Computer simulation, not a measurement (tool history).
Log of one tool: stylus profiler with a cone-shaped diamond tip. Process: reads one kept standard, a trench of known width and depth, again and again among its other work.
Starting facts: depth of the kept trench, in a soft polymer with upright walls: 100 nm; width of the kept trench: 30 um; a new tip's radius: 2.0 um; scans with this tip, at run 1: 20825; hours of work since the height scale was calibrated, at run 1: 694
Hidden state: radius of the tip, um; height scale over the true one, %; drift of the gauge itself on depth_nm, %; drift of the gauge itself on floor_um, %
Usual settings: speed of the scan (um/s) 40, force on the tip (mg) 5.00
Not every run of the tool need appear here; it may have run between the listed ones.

run    hour  speed of the scan (um/s)  force on the tip (mg)  scans with this tip  hours of work since the height scale was calibrated  depth of the trench (Å)  width of the trench's floor (nm)
  1     0.0                        40                   5.00                20825                                                  694                   1016.1                             28120
  2    80.7                        40                   5.00                21573                                                  754                   1015.6                             28060
  3   125.7                        40                   5.00                21991                                                  788                   1015.7                             28110
  4   195.1                        40                   5.00                22634                                                  839                   1015.7                             28050
  5   247.0                        40                   5.00                23115                                                  878                   1015.6                             28070
      292.3  -- height scale calibrated on a step standard
  6   303.8                        55                   5.00                23637                                                    9                   1017.0                             27970
  7   383.3                        55                   5.00                24374                                                   68                   1016.9                             27940
  8   450.9                        55                   5.00                25001                                                  118                   1016.9                             27980
  9   538.4                        40                   5.00                25812                                                  183                   1016.4                             28020
 10   582.9                        35                   5.00                26224                                                  216                   1016.7                             28030
 11   657.7                        35                   5.00                26918                                                  272                   1016.1                             28060
 12   749.1                        35                   5.00                27765                                                  340                   1016.4                             27920
 13   793.2                        40                   5.00                28175                                                  373                   1016.1                             27980
 14   833.2                        40                   9.85                28545                                                  403                   1026.1                             27930
 15   877.5                        70                   5.00                28956                                                  436                   1016.1                             27870
 16   954.0                        70                   5.00                29665                                                  493                   1016.2                             27810
 17  1044.9                        70                   5.00                30508                                                  560                   1015.7                             27800
 18  1095.4                        40                   5.00                30976                                                  598                   1015.7                             27900
 19  1181.3                        40                   5.00                31773                                                  662                   1015.7                             27930
     1269.0  -- new tip fitted, height scale calibrated
 20  1278.2                        40                   5.00                   85                                                    7                   1017.8                             28570
 21  1345.3                        40                  14.92                  707                                                   57                   1036.5                             28660
 22  1439.0                        40                   5.00                 1576                                                  127                   1017.5                             28620
 23  1504.3                        40                   5.00                 2182                                                  175                   1017.4                             28550
 24  1563.7                        40                   5.00                 2732                                                  219                   1017.4                             28480
 25  1618.0                        40                   5.00                 3235                                                  260                   1017.2                             28520
 26  1678.4                        40                   5.00                 3795                                                  305                   1017.5                             28510
 27  1720.3                        48                   2.17                 4184                                                  336                   1009.5                             28380
 28  1812.6                        86                   5.00                 5040                                                  405                   1017.0                             28240
 29  1895.5                        86                   5.00                 5808                                                  467                   1017.0                             28270
 30  1968.7                        29                   2.15                 6487                                                  521                   1009.4                             28470
 31  2033.6                        62                   2.27                 7088                                                  569                   1009.3                             28190
 32  2102.9                        33                   2.68                 7731                                                  621                   1010.7                             28340
 33  2150.1                        70                   7.40                 8168                                                  656                   1021.7                             28360
 34  2231.3                        70                   7.40                 8922                                                  717                   1021.5                             28340
 35  2286.6                        40                   4.53                 9434                                                  758                   1014.9                             28350
 36  2356.1                        40                   4.53                10079                                                  810                   1015.1                             28360
 37  2418.0                        44                   2.95                10652                                                  856                   1011.1                             28230
     2489.2  -- height scale calibrated on a step standard
 38  2511.9                        54                   6.14                11519                                                   17                   1020.2                             28280
 39  2576.0                        10                   6.02                12113                                                   65                   1019.6                             28420
 40  2617.8                        40                   3.54                12500                                                   96                   1013.4                             28320
 41  2665.7                       102                  10.38                12944                                                  131                   1028.1                             28140
 42  2727.8                       102                  10.38                13520                                                  178                   1027.8                             28190
 43  2797.6                        19                   1.93                14167                                                  230                   1009.0                             28290
 44  2869.9                       121                  14.54                14838                                                  284                   1035.0                             28070
 45  2938.2                        11                   4.42                15470                                                  334                   1015.2                             28370

Each row is a separate what-if for the run after 45, all from the same tool condition, not one after another. Results?
  A  2983.4                       111                   5.00                15890                                                  368                        ?                                 ?
  B  2983.4                       109                   2.54                15890                                                  368                        ?                                 ?
  C  2983.4                        36                   3.23                15890                                                  368                        ?                                 ?
  D  2983.4                        40                   6.08                15890                                                  368                        ?                                 ?

run  depth of the trench (Å)  width of the trench's floor (nm)
  A                   1016.7                             27900
  B                   1010.2                             27760
  C                   1012.1                             28260
  D                   1019.2                             28220
What these runs would have given with no unlogged condition in the tool:
run  depth of the trench (Å)  width of the trench's floor (nm)
  A                   1017.6                             28250
  B                   1011.1                             28100
  C                   1013.1                             28600
  D                   1020.2                             28570
